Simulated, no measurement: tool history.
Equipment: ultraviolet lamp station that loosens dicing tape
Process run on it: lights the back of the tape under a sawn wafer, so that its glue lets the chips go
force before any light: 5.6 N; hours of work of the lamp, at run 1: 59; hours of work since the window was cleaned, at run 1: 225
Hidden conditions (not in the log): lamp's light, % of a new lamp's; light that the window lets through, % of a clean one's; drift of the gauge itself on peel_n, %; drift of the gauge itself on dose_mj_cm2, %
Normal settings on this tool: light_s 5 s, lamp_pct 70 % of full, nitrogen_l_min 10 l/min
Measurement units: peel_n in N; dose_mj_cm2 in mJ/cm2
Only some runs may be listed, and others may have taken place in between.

run	day	light_s	lamp_pct	nitrogen_l_min	hours of work of the lamp	hours of work since the window was cleaned	peel_n	dose_mj_cm2
1	0	5	70	10	59	225	0.556	353
2	1.025	10	70	10	73	239	0.252	724
3	2.183	5	70	10	89	254	0.577	362
4	3.229	5	70	10	103	268	0.567	360
5	3.862	5	70	10	111	277	0.576	357
6	5.208	5	70	10	129	295	0.56	361
7	6.217	5	70	10	143	309	0.579	356
# day 6.967: window cleaned of glue's vapour
8	7.562	5	70	5	161	8	0.864	363
9	9.083	5	70	5	181	28	0.862	359
10	10.233	5	70	5	197	44	0.866	361
11	11.371	5	86	10	212	59	0.425	446
12	12.083	5	86	10	222	69	0.391	446
13	13.238	5	86	10	237	84	0.414	441
14	14.342	5	86	10	252	99	0.409	445
15	15.867	2	92	10	272	120	1.484	188
16	16.838	2	92	10	286	133	1.475	191
17	17.688	3	83	10	297	144	0.985	256
18	18.462	3	83	10	307	155	0.986	256
19	19.167	2	84	10	317	164	1.671	175
20	20.3	3	84	10	332	179	0.968	255
21	21.383	3	95	10	347	194	0.791	292
22	22.183	4	62	6	357	205	1.352	254
23	23.404	3	64	7	374	221	1.614	198
24	24.508	3	64	7	389	236	1.626	194
25	25.629	5	63	5	404	251	1.06	322
26	26.392	5	96	5	414	261	0.524	492
27	27.667	4	96	10	431	278	0.486	388

Below are 3 alternative next runs, each starting from the tool's condition after run 27. Predict each:
A	28.596	4	99	10	444	291	?	?
B	28.596	4	91	7	444	291	?	?
C	28.596	7	75	10	444	291	?	?

run	peel_n	dose_mj_cm2
A	0.457	407
B	0.647	368
C	0.317	542
Stripped of hidden state, with their random variation kept, the same runs would have yielded:
run	peel_n	dose_mj_cm2
A	0.456	408
B	0.645	369
C	0.317	542
